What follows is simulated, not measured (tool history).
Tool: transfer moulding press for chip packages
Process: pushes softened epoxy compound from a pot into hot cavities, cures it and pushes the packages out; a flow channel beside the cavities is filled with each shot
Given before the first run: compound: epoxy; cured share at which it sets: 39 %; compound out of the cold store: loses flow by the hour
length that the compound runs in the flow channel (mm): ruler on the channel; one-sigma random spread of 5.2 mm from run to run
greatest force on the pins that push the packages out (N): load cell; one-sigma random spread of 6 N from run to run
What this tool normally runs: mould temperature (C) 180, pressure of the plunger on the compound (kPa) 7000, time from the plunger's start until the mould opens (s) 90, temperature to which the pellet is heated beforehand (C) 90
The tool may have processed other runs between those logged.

run   hour  mould temperature (C)  pressure of the plunger on the compound (kPa)  time from the plunger's start until the mould opens (s)  temperature to which the pellet is heated beforehand (C)  incoming compound's hours out of the cold store  length that the compound runs in the flow channel (mm)  greatest force on the pins that push the packages out (N)
  1    0.0                    180                                           7000                                                       90                                                        90                                             37.8                                                     473                                                        334
      33.0  -- cavities cleaned with cleaning compound and waxed
  2   41.1                    180                                           7000                                                       90                                                        89                                             28.1                                                     493                                                        469
  3   84.7                    180                                           7000                                                       90                                                        89                                             17.1                                                     504                                                        467
     104.6  -- cavities cleaned with cleaning compound and waxed
  4  109.8                    180                                           7000                                                       90                                                        90                                             24.0                                                     499                                                        247
  5  128.9                    174                                           7000                                                       90                                                        90                                             35.4                                                     497                                                        457
     148.8  -- plunger's sealing rings changed
  6  151.0                    174                                           7000                                                       90                                                        90                                             24.2                                                     540                                                        514
  7  169.9                    174                                           7000                                                       90                                                        90                                             17.8                                                     548                                                        618
     181.0  -- cavities cleaned with cleaning compound and waxed
  8  208.0                    174                                           7000                                                       90                                                        90                                             17.4                                                     535                                                        495
  9  227.9                    174                                           7000                                                       90                                                        90                                             36.6                                                     508                                                        520
     233.3  -- cavities cleaned with cleaning compound and waxed, once more
 10  252.2                    187                                           7000                                                       90                                                        90                                             29.7                                                     482                                                        232
 11  277.8                    187                                           7000                                                       90                                                        90                                             32.5                                                     489                                                        271
 12  298.2                    187                                           7000                                                       90                                                        90                                             38.8                                                     463                                                        298
     305.8  -- cavities cleaned with cleaning compound and waxed
 13  332.3                    187                                           7000                                                       90                                                        90                                             28.4                                                     476                                                        236
 14  372.6                    180                                           7000                                                       90                                                        90                                             24.7                                                     499                                                        391
     377.8  -- cavities cleaned with cleaning compound and waxed
 15  401.6                    172                                           7000                                                       76                                                       100                                             12.5                                                     547                                                        777
 16  429.6                    172                                           8560                                                       76                                                        88                                             13.3                                                     595                                                        953
     451.7  -- cavities cleaned with cleaning compound and waxed
 17  466.0                    172                                           8560                                                      128                                                        98                                              9.1                                                     598                                                        268
     497.4  -- plunger's sealing rings changed
 18  508.0                    172                                           8560                                                      128                                                        98                                             10.4                                                     633                                                        349
     526.7  -- cavities cleaned with cleaning compound and waxed
 19  552.8                    179                                           6000                                                      125                                                        86                                             22.8                                                     492                                                        253
 20  581.0                    179                                           6220                                                      110                                                        82                                             45.9                                                     464                                                        314
     600.5  -- cavities cleaned with cleaning compound and waxed
 21  626.3                    179                                           6220                                                       80                                                        90                                             33.7                                                     473                                                        419
 22  654.2                    181                                           6220                                                      100                                                        83                                             22.4                                                     489                                                        314
     673.5  -- cavities cleaned with cleaning compound and waxed
 23  676.3                    181                                           6220                                                      100                                                        83                                             19.4                                                     485                                                        202
 24  718.8                    180                                           7410                                                       95                                                        95                                             22.7                                                     511                                                        330
     746.8  -- cavities cleaned with cleaning compound and waxed
 25  759.4                    180                                           7410                                                       95                                                        95                                             29.3                                                     515                                                        264
 26  788.6                    180                                           7410                                                       95                                                        95                                             40.3                                                     489                                                        325
     819.6  -- cavities cleaned with cleaning compound and waxed
 27  831.7                    186                                           7000                                                       90                                                        90                                             45.9                                                     443                                                        226

4 ways to go on from here, each from the tool as it stands after run 27. What would each give?
     848.9  -- plunger's sealing rings changed
  A  872.7                    185                                           7000                                                       90                                                        90                                             43.3                                                       ?                                                          ?
     848.9  -- plunger's sealing rings changed
  B  872.7                    186                                           7000                                                       88                                                        93                                             16.9                                                       ?                                                          ?
     848.9  -- plunger's sealing rings changed
  C  872.7                    180                                           7000                                                       90                                                        93                                             19.4                                                       ?                                                          ?
     848.9  -- plunger's sealing rings changed
  D  872.7                    186                                           7000                                                       73                                                        84                                             34.5                                                       ?                                                          ?

run  length that the compound runs in the flow channel (mm)  greatest force on the pins that push the packages out (N)
  A                                                     481                                                        304
  B                                                     513                                                        299
  C                                                     523                                                        369
  D                                                     506                                                        384
What these runs would have given with no unlogged condition in the tool:
run  length that the compound runs in the flow channel (mm)  greatest force on the pins that push the packages out (N)
  A                                                     481                                                        188
  B                                                     513                                                        180
  C                                                     523                                                        217
  D                                                     506                                                        227
